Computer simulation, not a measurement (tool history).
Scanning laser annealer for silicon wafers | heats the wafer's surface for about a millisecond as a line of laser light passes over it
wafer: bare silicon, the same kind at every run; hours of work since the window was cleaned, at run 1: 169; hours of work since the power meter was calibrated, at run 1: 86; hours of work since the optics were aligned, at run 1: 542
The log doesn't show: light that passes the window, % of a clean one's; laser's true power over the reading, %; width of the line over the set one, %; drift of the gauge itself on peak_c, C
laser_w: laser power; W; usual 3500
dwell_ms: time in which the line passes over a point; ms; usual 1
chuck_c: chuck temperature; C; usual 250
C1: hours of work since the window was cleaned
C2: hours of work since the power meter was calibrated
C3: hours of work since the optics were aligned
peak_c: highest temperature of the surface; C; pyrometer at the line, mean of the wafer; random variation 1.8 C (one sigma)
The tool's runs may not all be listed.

run 1 hour=0 | laser_w=3500 dwell_ms=1 chuck_c=250 | C1=169 C2=86 C3=542 | peak_c=1073
run 2 hour=60.4 | laser_w=3500 dwell_ms=1 chuck_c=250 | C1=211 C2=127 C3=583 | peak_c=1068
run 3 hour=152 | laser_w=3500 dwell_ms=1 chuck_c=250 | C1=274 C2=190 C3=646 | peak_c=1072
run 4 hour=202.3 | laser_w=3500 dwell_ms=1 chuck_c=250 | C1=308 C2=225 C3=681 | peak_c=1070
-- hour=282.1 window over the wafer cleaned
run 5 hour=288 | laser_w=3500 dwell_ms=1 chuck_c=250 | C1=4 C2=283 C3=739 | peak_c=1073
run 6 hour=346.7 | laser_w=3500 dwell_ms=1 chuck_c=250 | C1=44 C2=323 C3=779 | peak_c=1074
run 7 hour=426.3 | laser_w=3500 dwell_ms=0.85 chuck_c=250 | C1=99 C2=378 C3=834 | peak_c=1009
run 8 hour=469.9 | laser_w=3500 dwell_ms=0.85 chuck_c=250 | C1=129 C2=408 C3=864 | peak_c=1012
run 9 hour=531.6 | laser_w=3500 dwell_ms=1 chuck_c=250 | C1=172 C2=450 C3=907 | peak_c=1070
run 10 hour=602.5 | laser_w=3500 dwell_ms=1 chuck_c=250 | C1=221 C2=499 C3=955 | peak_c=1069
run 11 hour=683.7 | laser_w=3500 dwell_ms=0.83 chuck_c=250 | C1=277 C2=555 C3=1011 | peak_c=1000
run 12 hour=733.6 | laser_w=3500 dwell_ms=0.81 chuck_c=250 | C1=311 C2=590 C3=1046 | peak_c=996
-- hour=747.4 optics aligned, line set to its width
run 13 hour=792.5 | laser_w=3600 dwell_ms=1 chuck_c=250 | C1=348 C2=627 C3=31 | peak_c=1092
-- hour=816.5 window over the wafer cleaned
run 14 hour=838.6 | laser_w=3500 dwell_ms=0.81 chuck_c=250 | C1=15 C2=657 C3=61 | peak_c=990
run 15 hour=917.3 | laser_w=3500 dwell_ms=0.81 chuck_c=250 | C1=69 C2=711 C3=116 | peak_c=992
run 16 hour=969.8 | laser_w=3500 dwell_ms=0.81 chuck_c=250 | C1=106 C2=747 C3=152 | peak_c=995
run 17 hour=1034.8 | laser_w=3500 dwell_ms=1 chuck_c=250 | C1=150 C2=792 C3=197 | peak_c=1070
run 18 hour=1095.9 | laser_w=3500 dwell_ms=1 chuck_c=250 | C1=192 C2=834 C3=239 | peak_c=1073
run 19 hour=1190.5 | laser_w=3500 dwell_ms=1 chuck_c=250 | C1=258 C2=900 C3=304 | peak_c=1075
run 20 hour=1266.1 | laser_w=3685 dwell_ms=1 chuck_c=250 | C1=310 C2=952 C3=356 | peak_c=1109
-- hour=1344.1 window over the wafer cleaned
run 21 hour=1354.4 | laser_w=3258 dwell_ms=1 chuck_c=272 | C1=7 C2=1011 C3=415 | peak_c=1039
run 22 hour=1425.7 | laser_w=3066 dwell_ms=0.76 chuck_c=246 | C1=56 C2=1060 C3=465 | peak_c=884
run 23 hour=1501.6 | laser_w=3247 dwell_ms=0.87 chuck_c=215 | C1=108 C2=1113 C3=517 | peak_c=929
run 24 hour=1574.2 | laser_w=3283 dwell_ms=0.97 chuck_c=250 | C1=159 C2=1163 C3=567 | peak_c=1010
run 25 hour=1666.7 | laser_w=3299 dwell_ms=0.89 chuck_c=240 | C1=222 C2=1226 C3=631 | peak_c=973
run 26 hour=1714.6 | laser_w=3500 dwell_ms=0.8 chuck_c=250 | C1=255 C2=1259 C3=664 | peak_c=989
run 27 hour=1764.4 | laser_w=3500 dwell_ms=1.07 chuck_c=237 | C1=290 C2=1294 C3=698 | peak_c=1083
run 28 hour=1828.4 | laser_w=3500 dwell_ms=1.07 chuck_c=237 | C1=334 C2=1338 C3=742 | peak_c=1082
-- hour=1878.2 window over the wafer cleaned
run 29 hour=1921.2 | laser_w=3500 dwell_ms=1.07 chuck_c=237 | C1=30 C2=1400 C3=805 | peak_c=1085
run 30 hour=2007.7 | laser_w=3283 dwell_ms=0.78 chuck_c=232 | C1=89 C2=1460 C3=864 | peak_c=918
run 31 hour=2099.5 | laser_w=3500 dwell_ms=0.97 chuck_c=265 | C1=152 C2=1523 C3=927 | peak_c=1078
run 32 hour=2167 | laser_w=3116 dwell_ms=0.96 chuck_c=284 | C1=199 C2=1570 C3=974 | peak_c=1004
run 33 hour=2259.5 | laser_w=3116 dwell_ms=0.96 chuck_c=284 | C1=263 C2=1633 C3=1038 | peak_c=1008
-- hour=2285.9 optics aligned, line set to its width
run 34 hour=2351.1 | laser_w=3444 dwell_ms=1.06 chuck_c=278 | C1=322 C2=1693 C3=45 | peak_c=1109
run 35 hour=2393.7 | laser_w=3444 dwell_ms=1.06 chuck_c=278 | C1=352 C2=1722 C3=74 | peak_c=1109
-- hour=2413 window over the wafer cleaned
run 36 hour=2452.5 | laser_w=3452 dwell_ms=1 chuck_c=243 | C1=27 C2=1761 C3=113 | peak_c=1057
run 37 hour=2539.4 | laser_w=3452 dwell_ms=1 chuck_c=243 | C1=87 C2=1821 C3=173 | peak_c=1051
run 38 hour=2616.3 | laser_w=3500 dwell_ms=1.05 chuck_c=250 | C1=140 C2=1874 C3=226 | peak_c=1085
run 39 hour=2707.2 | laser_w=3500 dwell_ms=1.05 chuck_c=250 | C1=203 C2=1937 C3=289 | peak_c=1091
run 40 hour=2769.1 | laser_w=3245 dwell_ms=1.05 chuck_c=288 | C1=245 C2=1980 C3=332 | peak_c=1070

How the hidden state differs across the entries between the runs, from the last listed run before each to the first after it:
Between runs 4 and 5: window over the wafer cleaned (hour 282.1)
  light that passes the window, % of a clean one's: 99.94 -> 100; width of the line over the set one, %: 0.08 -> 0.09
Between runs 12 and 13: optics aligned, line set to its width (hour 747.4)
  light that passes the window, % of a clean one's: 99.94 -> 99.93; width of the line over the set one, %: 0.12 -> 0
Between runs 13 and 14: window over the wafer cleaned (hour 816.5)
  light that passes the window, % of a clean one's: 99.93 -> 100; width of the line over the set one, %: 0 -> 0.01
Between runs 20 and 21: window over the wafer cleaned (hour 1344.1)
  light that passes the window, % of a clean one's: 99.94 -> 100
Between runs 28 and 29: window over the wafer cleaned (hour 1878.2)
  light that passes the window, % of a clean one's: 99.93 -> 99.99
Between runs 33 and 34: optics aligned, line set to its width (hour 2285.9)
  light that passes the window, % of a clean one's: 99.94 -> 99.93; width of the line over the set one, %: 0.11 -> 0.01
Between runs 35 and 36: window over the wafer cleaned (hour 2413)
  light that passes the window, % of a clean one's: 99.92 -> 99.99

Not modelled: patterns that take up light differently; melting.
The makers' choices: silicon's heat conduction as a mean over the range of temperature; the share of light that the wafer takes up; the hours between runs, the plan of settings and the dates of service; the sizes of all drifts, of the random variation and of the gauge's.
